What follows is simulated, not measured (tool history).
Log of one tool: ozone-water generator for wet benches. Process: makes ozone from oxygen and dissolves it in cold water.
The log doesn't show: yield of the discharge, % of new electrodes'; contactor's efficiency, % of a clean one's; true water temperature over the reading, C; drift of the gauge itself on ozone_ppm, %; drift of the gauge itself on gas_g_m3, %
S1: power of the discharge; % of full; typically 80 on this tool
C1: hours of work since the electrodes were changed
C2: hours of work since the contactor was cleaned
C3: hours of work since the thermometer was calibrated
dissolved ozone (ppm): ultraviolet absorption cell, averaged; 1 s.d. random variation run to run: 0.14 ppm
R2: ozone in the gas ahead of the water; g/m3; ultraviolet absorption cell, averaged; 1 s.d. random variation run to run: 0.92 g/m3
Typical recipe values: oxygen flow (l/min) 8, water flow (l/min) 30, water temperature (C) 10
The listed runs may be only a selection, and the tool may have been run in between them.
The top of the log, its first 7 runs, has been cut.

Run 8, hour 485.3: usual settings but oxygen flow (l/min) 5.11; C1 764; C2 4933; C3 1845. Result: dissolved ozone (ppm) 16.4, R2 194.6 g/m3.
Run 9, hour 531.5: usual settings but oxygen flow (l/min) 6.13; C1 794; C2 4963; C3 1875. Result: dissolved ozone (ppm) 16.8, R2 177.3 g/m3.
Run 10, hour 607.8: usual settings but oxygen flow (l/min) 5.49; C1 843; C2 5012; C3 1924. Result: dissolved ozone (ppm) 16.4, R2 188.6 g/m3.
Run 11, hour 679.1: usual settings but S1 40 % of full, oxygen flow (l/min) 5.49; C1 889; C2 5058; C3 1970. Result: dissolved ozone (ppm) 11.2, R2 127.9 g/m3.
Run 12, hour 743.4: usual settings but S1 40 % of full, oxygen flow (l/min) 5.49; C1 930; C2 5099; C3 2011. Result: dissolved ozone (ppm) 11.4, R2 128.1 g/m3.
Run 13, hour 807.5: usual settings but S1 40 % of full, oxygen flow (l/min) 4.1; C1 971; C2 5141; C3 2052. Result: dissolved ozone (ppm) 10.7, R2 151.5 g/m3.
Run 14, hour 848.8: usual settings but S1 48 % of full, oxygen flow (l/min) 4.1; C1 998; C2 5167; C3 2079. Result: dissolved ozone (ppm) 11.8, R2 167.1 g/m3.
Run 15, hour 910.4: usual settings; C1 1037; C2 5207; C3 2118. Result: dissolved ozone (ppm) 17.3, R2 151.7 g/m3.
Run 16, hour 984.5: usual settings; C1 1085; C2 5255; C3 2166. Result: dissolved ozone (ppm) 17.1, R2 152.6 g/m3.
Run 17, hour 1051.3: usual settings but S1 95 % of full, oxygen flow (l/min) 5.31, water flow (l/min) 43, water temperature (C) 6; C1 1128; C2 5297; C3 2209. Result: dissolved ozone (ppm) 13.4, R2 211.8 g/m3.
Run 18, hour 1132.8: usual settings but S1 45 % of full, oxygen flow (l/min) 10.32, water flow (l/min) 33, water temperature (C) 6; C1 1180; C2 5350; C3 2261. Result: dissolved ozone (ppm) 12, R2 94.9 g/m3.
Run 19, hour 1169.7: usual settings but S1 45 % of full, oxygen flow (l/min) 10.32, water flow (l/min) 22, water temperature (C) 6; C1 1204; C2 5374; C3 2285. Result: dissolved ozone (ppm) 16.3, R2 96.8 g/m3.
Run 20, hour 1214.4: usual settings but S1 64 % of full, water flow (l/min) 27, water temperature (C) 17; C1 1233; C2 5402; C3 2314. Result: dissolved ozone (ppm) 15.1, R2 134.5 g/m3.
Run 21, hour 1278.3: usual settings but S1 48 % of full, water temperature (C) 12; C1 1274; C2 5444; C3 2355. Result: dissolved ozone (ppm) 12.6, R2 114.1 g/m3.
Run 22, hour 1346.4: usual settings but S1 48 % of full, water temperature (C) 12; C1 1318; C2 5487; C3 2399. Result: dissolved ozone (ppm) 12.7, R2 113.4 g/m3.
Run 23, hour 1424.9: usual settings but S1 48 % of full, oxygen flow (l/min) 6.72, water temperature (C) 12; C1 1368; C2 5538; C3 2449. Result: dissolved ozone (ppm) 12.2, R2 125.5 g/m3.
Run 24, hour 1493: usual settings but S1 85 % of full; C1 1412; C2 5582; C3 2493. Result: dissolved ozone (ppm) 17.5, R2 157.2 g/m3.
Run 25, hour 1580.7: usual settings but S1 85 % of full; C1 1469; C2 5638; C3 2550. Result: dissolved ozone (ppm) 17.8, R2 157.5 g/m3.
Run 26, hour 1640.6: usual settings but S1 85 % of full, oxygen flow (l/min) 10.6, water temperature (C) 7; C1 1507; C2 5677; C3 2588. Result: dissolved ozone (ppm) 18.6, R2 137.1 g/m3.
Run 27, hour 1679.9: usual settings but water flow (l/min) 24, water temperature (C) 8; C1 1532; C2 5702; C3 2613. Result: dissolved ozone (ppm) 21, R2 154 g/m3.
Run 28, hour 1765.4: usual settings but S1 90 % of full, water flow (l/min) 21; C1 1587; C2 5757; C3 2668. Result: dissolved ozone (ppm) 24, R2 161.6 g/m3.
Run 29, hour 1845.5: usual settings but S1 86 % of full, oxygen flow (l/min) 4.39, water flow (l/min) 21, water temperature (C) 8; C1 1639; C2 5808; C3 2720. Result: dissolved ozone (ppm) 23.1, R2 221.6 g/m3.
Run 30, hour 1898.7: usual settings but S1 86 % of full, oxygen flow (l/min) 4.39, water flow (l/min) 21, water temperature (C) 8; C1 1673; C2 5842; C3 2754. Result: dissolved ozone (ppm) 23.3, R2 224.1 g/m3.
Run 31, hour 1957: usual settings but S1 86 % of full, oxygen flow (l/min) 4.39, water flow (l/min) 21, water temperature (C) 8; C1 1711; C2 5880; C3 2791. Result: dissolved ozone (ppm) 23.1, R2 222.1 g/m3.
Run 32, hour 2034: usual settings but S1 86 % of full, oxygen flow (l/min) 4.39, water flow (l/min) 21, water temperature (C) 8; C1 1760; C2 5930; C3 2841. Result: dissolved ozone (ppm) 23.2, R2 224.1 g/m3.

What if the next run were any one of these 4? Each begins from the tool's condition after run 32:
Run A, hour 2119.2: usual settings but S1 59 % of full, oxygen flow (l/min) 6.04; C1 1815; C2 5984; C3 2896. Result: dissolved ozone (ppm) ?, R2 ?.
Run B, hour 2119.2: usual settings but S1 86 % of full, oxygen flow (l/min) 12.58, water flow (l/min) 20, water temperature (C) 16; C1 1815; C2 5984; C3 2896. Result: dissolved ozone (ppm) ?, R2 ?.
Run C, hour 2119.2: usual settings but S1 52 % of full, water flow (l/min) 27, water temperature (C) 8; C1 1815; C2 5984; C3 2896. Result: dissolved ozone (ppm) ?, R2 ?.
Run D, hour 2119.2: usual settings but oxygen flow (l/min) 5.3, water flow (l/min) 39; C1 1815; C2 5984; C3 2896. Result: dissolved ozone (ppm) ?, R2 ?.

run  dissolved ozone (ppm)     R2
  A                     14  151.8
  B                   20.6  123.7
  C                     15  120.9
  D                   12.7  192.8
Without the tool's hidden state the same runs would have given:
run  dissolved ozone (ppm)     R2
  A                     14  151.9
  B                   20.6  123.8
  C                   15.1  120.9
  D                   12.7    193
